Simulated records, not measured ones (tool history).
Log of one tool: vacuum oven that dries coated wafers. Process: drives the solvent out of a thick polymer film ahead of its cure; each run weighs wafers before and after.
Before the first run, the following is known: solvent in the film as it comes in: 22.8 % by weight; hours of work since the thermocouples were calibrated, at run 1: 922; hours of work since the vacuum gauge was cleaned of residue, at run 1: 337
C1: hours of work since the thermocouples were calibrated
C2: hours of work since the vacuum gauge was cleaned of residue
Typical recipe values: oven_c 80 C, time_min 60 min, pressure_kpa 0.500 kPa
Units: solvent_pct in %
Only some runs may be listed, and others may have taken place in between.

Run 1, hour 0.0: usual settings; C1 922; C2 337. Result: solvent_pct 1.95 %.
Run 2, hour 14.0: usual settings but oven_c 73 C; C1 931; C2 345. Result: solvent_pct 3.94 %.
Run 3, hour 36.2: usual settings but time_min 34 min; C1 944; C2 358. Result: solvent_pct 4.50 %.
Run 4, hour 47.0: usual settings; C1 950; C2 364. Result: solvent_pct 1.89 %.
Run 5, hour 70.8: usual settings; C1 964; C2 378. Result: solvent_pct 1.96 %.
Run 6, hour 95.5: usual settings; C1 978; C2 392. Result: solvent_pct 1.93 %.
Run 7, hour 109.0: usual settings but time_min 97 min; C1 986; C2 400. Result: solvent_pct 1.00 %.
Run 8, hour 124.5: usual settings but time_min 43 min; C1 995; C2 409. Result: solvent_pct 3.13 %.
Run 9, hour 136.2: usual settings but oven_c 90 C, pressure_kpa 1.505 kPa; C1 1002; C2 416. Result: solvent_pct 1.77 %.
Run 10, hour 155.3: usual settings but oven_c 69 C, pressure_kpa 0.705 kPa; C1 1013; C2 427. Result: solvent_pct 6.09 %.
Run 11, hour 174.3: usual settings but oven_c 69 C, pressure_kpa 0.705 kPa; C1 1024; C2 438. Result: solvent_pct 5.98 %.
Run 12, hour 194.5: usual settings but oven_c 74 C, time_min 71 min, pressure_kpa 1.065 kPa; C1 1036; C2 450. Result: solvent_pct 3.96 %.
At hour 211.3: oven's thermocouples calibrated.
Run 13, hour 213.2: usual settings but oven_c 74 C, time_min 55 min, pressure_kpa 1.610 kPa; C1 1; C2 460. Result: solvent_pct 6.07 %.
Run 14, hour 229.7: usual settings but oven_c 91 C, time_min 88 min, pressure_kpa 0.907 kPa; C1 11; C2 469. Result: solvent_pct 1.08 %.
Run 15, hour 252.6: usual settings but oven_c 91 C, time_min 53 min, pressure_kpa 0.510 kPa; C1 24; C2 483. Result: solvent_pct 0.67 %.

What if the next run were any one of these 5? Each begins from the tool's condition after run 15:
Run A, hour 265.6: usual settings but pressure_kpa 0.636 kPa; C1 32; C2 490. Result: solvent_pct ?.
Run B, hour 265.6: usual settings but oven_c 95 C, time_min 79 min, pressure_kpa 0.510 kPa; C1 32; C2 490. Result: solvent_pct ?.
Run C, hour 265.6: usual settings but oven_c 91 C, pressure_kpa 1.823 kPa; C1 32; C2 490. Result: solvent_pct ?.
Run D, hour 265.6: usual settings but oven_c 72 C, time_min 53 min, pressure_kpa 0.510 kPa; C1 32; C2 490. Result: solvent_pct ?.
Run E, hour 265.6: usual settings but oven_c 79 C, time_min 69 min; C1 32; C2 490. Result: solvent_pct ?.

run  solvent_pct
  A         2.15
  B         0.49
  C         2.11
  D         5.11
  E         1.73
Had the tool no hidden state, the same runs would have come out as:
run  solvent_pct
  A         2.15
  B         0.49
  C         2.10
  D         5.10
  E         1.72

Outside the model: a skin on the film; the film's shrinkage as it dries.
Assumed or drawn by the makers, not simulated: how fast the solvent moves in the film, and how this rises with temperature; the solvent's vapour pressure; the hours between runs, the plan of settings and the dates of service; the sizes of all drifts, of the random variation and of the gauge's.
